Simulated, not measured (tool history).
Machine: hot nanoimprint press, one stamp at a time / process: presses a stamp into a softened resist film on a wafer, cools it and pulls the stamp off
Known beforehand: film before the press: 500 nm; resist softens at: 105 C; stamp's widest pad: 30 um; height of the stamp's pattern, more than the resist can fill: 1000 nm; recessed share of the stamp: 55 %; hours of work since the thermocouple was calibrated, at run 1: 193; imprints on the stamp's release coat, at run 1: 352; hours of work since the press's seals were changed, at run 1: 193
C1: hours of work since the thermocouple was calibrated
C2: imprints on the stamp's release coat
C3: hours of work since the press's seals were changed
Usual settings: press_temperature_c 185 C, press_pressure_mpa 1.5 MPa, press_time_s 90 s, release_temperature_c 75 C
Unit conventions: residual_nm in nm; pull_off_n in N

run 1 hour=0 | press_temperature_c=185 press_pressure_mpa=1.5 press_time_s=90 release_temperature_c=75 | C1=193 C2=352 C3=193 | residual_nm=223.8 pull_off_n=204
run 2 hour=14.2 | press_temperature_c=185 press_pressure_mpa=1.5 press_time_s=90 release_temperature_c=75 | C1=200 C2=386 C3=200 | residual_nm=223.9 pull_off_n=206
run 3 hour=29.1 | press_temperature_c=185 press_pressure_mpa=1.5 press_time_s=90 release_temperature_c=75 | C1=209 C2=423 C3=209 | residual_nm=224.2 pull_off_n=204
run 4 hour=45.2 | press_temperature_c=185 press_pressure_mpa=1.5 press_time_s=109 release_temperature_c=75 | C1=217 C2=462 C3=217 | residual_nm=208 pull_off_n=204
run 5 hour=63.7 | press_temperature_c=185 press_pressure_mpa=1.5 press_time_s=90 release_temperature_c=75 | C1=227 C2=507 C3=227 | residual_nm=223.7 pull_off_n=204
run 6 hour=80.7 | press_temperature_c=185 press_pressure_mpa=1.5 press_time_s=90 release_temperature_c=75 | C1=237 C2=548 C3=237 | residual_nm=223.7 pull_off_n=204
run 7 hour=94.8 | press_temperature_c=185 press_pressure_mpa=1.5 press_time_s=90 release_temperature_c=75 | C1=245 C2=583 C3=245 | residual_nm=223.5 pull_off_n=207
run 8 hour=108.2 | press_temperature_c=185 press_pressure_mpa=1.5 press_time_s=90 release_temperature_c=75 | C1=252 C2=615 C3=252 | residual_nm=223.6 pull_off_n=206
run 9 hour=131.8 | press_temperature_c=185 press_pressure_mpa=1.5 press_time_s=90 release_temperature_c=75 | C1=265 C2=673 C3=265 | residual_nm=223.9 pull_off_n=200
run 10 hour=147.2 | press_temperature_c=185 press_pressure_mpa=1.5 press_time_s=90 release_temperature_c=75 | C1=273 C2=710 C3=273 | residual_nm=224.1 pull_off_n=204
run 11 hour=171.2 | press_temperature_c=185 press_pressure_mpa=2.09 press_time_s=90 release_temperature_c=75 | C1=286 C2=768 C3=286 | residual_nm=191.5 pull_off_n=197
-- hour=199.5 stamp cleaned and given a new release coat
run 12 hour=205.7 | press_temperature_c=185 press_pressure_mpa=1.5 press_time_s=90 release_temperature_c=75 | C1=302 C2=15 C3=302 | residual_nm=223.7 pull_off_n=199
run 13 hour=231.8 | press_temperature_c=185 press_pressure_mpa=1.5 press_time_s=90 release_temperature_c=75 | C1=316 C2=78 C3=316 | residual_nm=223.9 pull_off_n=205
run 14 hour=262.4 | press_temperature_c=178 press_pressure_mpa=1.48 press_time_s=176 release_temperature_c=64 | C1=333 C2=153 C3=333 | residual_nm=212.6 pull_off_n=249
run 15 hour=278.7 | press_temperature_c=185 press_pressure_mpa=1.5 press_time_s=90 release_temperature_c=65 | C1=342 C2=192 C3=342 | residual_nm=223.7 pull_off_n=241
run 16 hour=296.2 | press_temperature_c=185 press_pressure_mpa=1.5 press_time_s=90 release_temperature_c=65 | C1=352 C2=235 C3=352 | residual_nm=224 pull_off_n=245
run 17 hour=325.4 | press_temperature_c=185 press_pressure_mpa=1.06 press_time_s=106 release_temperature_c=65 | C1=368 C2=306 C3=368 | residual_nm=246.3 pull_off_n=241
run 18 hour=356.6 | press_temperature_c=196 press_pressure_mpa=1.5 press_time_s=90 release_temperature_c=75 | C1=385 C2=382 C3=385 | residual_nm=169.3 pull_off_n=204
run 19 hour=372.2 | press_temperature_c=179 press_pressure_mpa=1.5 press_time_s=46 release_temperature_c=72 | C1=393 C2=420 C3=393 | residual_nm=323.3 pull_off_n=214
run 20 hour=400.8 | press_temperature_c=190 press_pressure_mpa=2.2 press_time_s=46 release_temperature_c=72 | C1=409 C2=489 C3=409 | residual_nm=212.8 pull_off_n=213
run 21 hour=415.8 | press_temperature_c=174 press_pressure_mpa=2.25 press_time_s=66 release_temperature_c=76 | C1=417 C2=526 C3=417 | residual_nm=281.8 pull_off_n=196
run 22 hour=448.4 | press_temperature_c=174 press_pressure_mpa=1.45 press_time_s=66 release_temperature_c=71 | C1=435 C2=605 C3=435 | residual_nm=330.5 pull_off_n=217
run 23 hour=461.8 | press_temperature_c=195 press_pressure_mpa=1.5 press_time_s=63 release_temperature_c=75 | C1=443 C2=637 C3=443 | residual_nm=199.9 pull_off_n=204
run 24 hour=484.5 | press_temperature_c=195 press_pressure_mpa=1.5 press_time_s=63 release_temperature_c=75 | C1=455 C2=693 C3=455 | residual_nm=199.8 pull_off_n=205
run 25 hour=515.9 | press_temperature_c=182 press_pressure_mpa=1.81 press_time_s=143 release_temperature_c=75 | C1=472 C2=769 C3=472 | residual_nm=185.9 pull_off_n=204
-- hour=544.6 stamp cleaned and given a new release coat
run 26 hour=547 | press_temperature_c=182 press_pressure_mpa=1.81 press_time_s=143 release_temperature_c=75 | C1=486 C2=6 C3=486 | residual_nm=185.6 pull_off_n=204

Forecast each of these 4 alternatives for the next run:
run A hour=575.1 | press_temperature_c=182 press_pressure_mpa=1.47 press_time_s=143 release_temperature_c=75 | C1=501 C2=74 C3=501 | residual_nm=? pull_off_n=?
run B hour=575.1 | press_temperature_c=191 press_pressure_mpa=2 press_time_s=143 release_temperature_c=82 | C1=501 C2=74 C3=501 | residual_nm=? pull_off_n=?
run C hour=575.1 | press_temperature_c=178 press_pressure_mpa=1.23 press_time_s=90 release_temperature_c=74 | C1=501 C2=74 C3=501 | residual_nm=? pull_off_n=?
run D hour=575.1 | press_temperature_c=181 press_pressure_mpa=1.35 press_time_s=90 release_temperature_c=80 | C1=501 C2=74 C3=501 | residual_nm=? pull_off_n=?

run=A residual_nm=205.5 pull_off_n=203
run=B residual_nm=136.8 pull_off_n=173
run=C residual_nm=290.8 pull_off_n=207
run=D residual_nm=259.5 pull_off_n=180
What these runs would have given with no unlogged condition in the tool:
run=A residual_nm=205.7 pull_off_n=203
run=B residual_nm=136.9 pull_off_n=173
run=C residual_nm=290.9 pull_off_n=207
run=D residual_nm=259.7 pull_off_n=180
